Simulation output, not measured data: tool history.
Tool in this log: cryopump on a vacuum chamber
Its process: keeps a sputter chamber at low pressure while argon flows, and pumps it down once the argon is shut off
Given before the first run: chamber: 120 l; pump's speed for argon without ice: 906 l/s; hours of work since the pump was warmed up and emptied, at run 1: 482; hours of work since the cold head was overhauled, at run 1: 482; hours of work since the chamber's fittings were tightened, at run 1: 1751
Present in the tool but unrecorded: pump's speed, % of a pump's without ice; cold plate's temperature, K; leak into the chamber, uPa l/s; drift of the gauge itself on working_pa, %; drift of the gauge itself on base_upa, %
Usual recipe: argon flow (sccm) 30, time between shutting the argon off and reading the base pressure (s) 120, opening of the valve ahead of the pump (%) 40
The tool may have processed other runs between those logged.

| run | hour | argon flow (sccm) | time between shutting the argon off and reading the base pressure (s) | opening of the valve ahead of the pump (%) | hours of work since the pump was warmed up and emptied | hours of work since the cold head was overhauled | hours of work since the chamber's fittings were tightened | pressure while argon flows (Pa) | pressure after the wait (uPa) |
|---|---|---|---|---|---|---|---|---|---|
| 1 | 0 | 30 | 120 | 40 | 482 | 482 | 1751 | 0.159 | 3.9 |
| 2 | 12.6 | 30 | 120 | 40 | 492 | 492 | 1761 | 0.1591 | 3.69 |
| 3 | 28.8 | 42 | 120 | 40 | 505 | 505 | 1774 | 0.224 | 3.88 |
| 4 | 39.9 | 30 | 120 | 25 | 514 | 514 | 1783 | 0.2406 | 3.91 |
| 5 | 55 | 30 | 120 | 25 | 526 | 526 | 1795 | 0.2443 | 3.9 |
| 6 | 71.3 | 30 | 120 | 25 | 539 | 539 | 1808 | 0.2474 | 3.92 |
| 7 | 81.6 | 30 | 120 | 25 | 548 | 548 | 1817 | 0.2445 | 3.87 |
| 8 | 89.3 | 30 | 120 | 40 | 554 | 554 | 1823 | 0.1626 | 4 |
| 9 | 105.5 | 30 | 120 | 40 | 567 | 567 | 1836 | 0.1622 | 3.93 |
| 10 | 113.5 | 30 | 120 | 40 | 573 | 573 | 1842 | 0.1617 | 4.03 |
| 11 | 124.4 | 30 | 120 | 40 | 582 | 582 | 1851 | 0.1635 | 4.05 |
| 12 | 132.4 | 29 | 120 | 40 | 589 | 589 | 1858 | 0.1583 | 4.1 |
| 13 | 145.6 | 30 | 120 | 40 | 599 | 599 | 1868 | 0.1634 | 4.13 |
| 14 | 160.2 | 30 | 32 | 40 | 611 | 611 | 1880 | 0.1636 | 7.72 |
| 15 | 171.6 | 30 | 32 | 40 | 620 | 620 | 1889 | 0.1672 | 8.06 |
| 16 | 178.6 | 30 | 120 | 40 | 626 | 626 | 1895 | 0.1658 | 4.17 |
| 17 | 195.1 | 30 | 120 | 40 | 639 | 639 | 1908 | 0.1669 | 4.27 |
| 18 | 207.7 | 37 | 120 | 28 | 650 | 650 | 1919 | 0.2794 | 4.36 |
|  | 221.1 | pump warmed up, emptied and cooled again |
| 19 | 222.4 | 22 | 93 | 40 | 1 | 657 | 1926 | 0.1035 | 3.8 |
| 20 | 231.2 | 34 | 228 | 19 | 8 | 664 | 1934 | 0.333 | 2.73 |
| 21 | 247.1 | 20 | 96 | 19 | 21 | 677 | 1946 | 0.1966 | 3.73 |
| 22 | 262.6 | 20 | 96 | 19 | 34 | 690 | 1959 | 0.1979 | 3.82 |
| 23 | 273.2 | 22 | 144 | 17 | 42 | 698 | 1968 | 0.2404 | 3.29 |
| 24 | 288 | 26 | 110 | 16 | 54 | 710 | 1980 | 0.3049 | 3.64 |
|  | 292.6 | leaking fittings of the chamber tightened, without venting |
| 25 | 297 | 26 | 110 | 16 | 60 | 716 | 4 | 0.306 | 1.89 |
| 26 | 311 | 29 | 40 | 59 | 71 | 727 | 15 | 0.0932 | 4.41 |
| 27 | 321.2 | 27 | 191 | 37 | 79 | 736 | 23 | 0.1381 | 1.32 |

What will run 28 give?
| 28 | 332.9 | 27 | 191 | 37 | 89 | 745 | 33 | ? | ? |

pressure while argon flows (Pa): 0.1388
pressure after the wait (uPa): 1.25
Without the tool's hidden state the same run would have given pressure while argon flows (Pa) 0.1361, pressure after the wait (uPa) 1.18.
